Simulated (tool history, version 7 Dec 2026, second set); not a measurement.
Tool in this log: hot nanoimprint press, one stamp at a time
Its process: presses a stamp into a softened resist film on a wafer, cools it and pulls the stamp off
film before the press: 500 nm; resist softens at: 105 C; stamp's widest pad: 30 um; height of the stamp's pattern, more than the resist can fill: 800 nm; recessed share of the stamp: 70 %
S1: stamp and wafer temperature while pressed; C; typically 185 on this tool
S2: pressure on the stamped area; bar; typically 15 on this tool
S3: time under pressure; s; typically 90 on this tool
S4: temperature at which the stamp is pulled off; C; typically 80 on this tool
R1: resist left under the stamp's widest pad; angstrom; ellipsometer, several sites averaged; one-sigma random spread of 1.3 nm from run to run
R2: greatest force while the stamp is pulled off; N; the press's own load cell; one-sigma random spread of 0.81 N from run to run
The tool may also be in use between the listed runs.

run    hour   S1    S2  S3  S4    R1     R2
  1       0  185    15  90  80  1986   95.2
  2    48.9  185    15  90  80  1972   97.8
       91.7  -- stamp cleaned and given a new release coat
  3   129.1  185    15  90  80  1974   97.8
      209.7  -- stamp cleaned and given a new release coat
  4   210.6  184    15  90  80  2052   95.5
  5   255.4  184    15  90  80  2044   98.7
      330.1  -- stamp cleaned and given a new release coat
  6   334.2  184    15  90  80  2062   96.3
      347.2  -- plate thermocouple calibrated
  7   395.9  185    15  90  80  1979   97.3
      452.1  -- stamp cleaned and given a new release coat
  8   452.5  185    15  90  80  1967   97.4
      473.4  -- press's hydraulic seals changed and the load cell set to zero
  9   533.8  185  16.4  90  80  1886   97.4
      577.7  -- stamp cleaned and given a new release coat
 10   600.6  185    15  90  78  1965  102.4
 11   656.5  185    15  90  81  1967   94.6
      693.4  -- stamp cleaned and given a new release coat
 12   734.5  185    15  90  80  1949   97.3
 13   780.9  185    15  90  80  1986   94.7
      813.4  -- stamp cleaned and given a new release coat
 14     858  185    15  90  80  1945   96.9
 15   904.9  188   9.6  90  77  2139  105.1
      929.9  -- stamp cleaned and given a new release coat
 16   985.9  190  19.2  91  71  1366    118
     1050.2  -- stamp cleaned and given a new release coat
 17  1072.7  190  19.2  91  71  1343  120.2
       1107  -- plate thermocouple calibrated
 18  1141.8  185    24  79  71  1649  120.2
     1169.3  -- stamp cleaned and given a new release coat
 19  1207.6  185    24  79  71  1647  119.2
 20  1251.5  185    24  79  71  1631    121
     1288.4  -- stamp cleaned and given a new release coat
 21  1302.4  185    24  79  71  1625  118.8
 22  1371.1  185    24  79  71  1613  120.3
     1407.4  -- stamp cleaned and given a new release coat
 23    1437  178    24  79  75  2281  111.7
 24  1497.8  179    15  81  73  2693  114.7
     1530.2  -- stamp cleaned and given a new release coat
 25  1553.2  179    15  81  73  2672  114.2
 26  1596.5  181  17.1  84  74  2282  113.5
     1650.5  -- stamp cleaned and given a new release coat
 27    1662  185  19.2  90  80  1738   96.2
 28  1708.6  174  19.2  61  78  3227  103.1

Consider 3 possible next runs. They are alternatives, not a sequence: every one starts from the tool as it was left by run 28. What does each give?
     1767.4  -- stamp cleaned and given a new release coat
  A  1778.8  186  19.2   66  68   ?   ?
     1767.4  -- stamp cleaned and given a new release coat
  B  1778.8  188  10.1   46  78   ?   ?
     1767.4  -- stamp cleaned and given a new release coat
  C  1778.8  185  10.9  112  80   ?   ?

run    R1     R2
  A  1871  127.3
  B  2647    101
  C  2103   96.7
Take away the tool's hidden state, keep each run's random variation, and the runs would have read:
run    R1     R2
  A  1878  127.6
  B  2659  101.4
  C  2114     97
